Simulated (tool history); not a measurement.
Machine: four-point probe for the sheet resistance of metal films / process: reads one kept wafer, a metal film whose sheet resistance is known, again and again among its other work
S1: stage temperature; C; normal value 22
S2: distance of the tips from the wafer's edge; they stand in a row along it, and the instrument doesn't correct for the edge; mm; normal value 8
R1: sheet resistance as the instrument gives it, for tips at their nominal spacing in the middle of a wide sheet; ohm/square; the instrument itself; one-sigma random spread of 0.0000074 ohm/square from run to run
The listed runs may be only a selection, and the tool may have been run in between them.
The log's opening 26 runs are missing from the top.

run,hour,S1,S2,R1
27,396.6,22,13,0.037405
28,412.1,19,8,0.037446
29,421.1,27,9,0.037435
30,434,34,35,0.037379
31,446.8,34,35,0.037377
32,465,34,35,0.037356
33,479.6,34,35,0.037379
34,489.4,34,35,0.03738
35,507.2,23,7,0.037491
36,522.8,23,7,0.037504
37,535.1,20,8,0.03746
38,556.2,25,3,0.037944
39,575.4,25,44,0.03739
40,590.4,21,60,0.037387
41,600.7,21,60,0.03739
42,611.1,22,11,0.03743
43,620.3,22,11,0.037444
44,640.6,31,31,0.0374
45,656.2,30,7,0.037496

Branching from run 45: 3 alternative next runs. What would each branch give?
A,666.6,30,9,?
B,666.6,29,5,?
C,666.6,18,41,?

run,R1
A,0.037469
B,0.03761
C,0.037393
Stripped of hidden state, with their random variation kept, the same runs would have yielded:
run,R1
A,0.037167
B,0.037307
C,0.037091
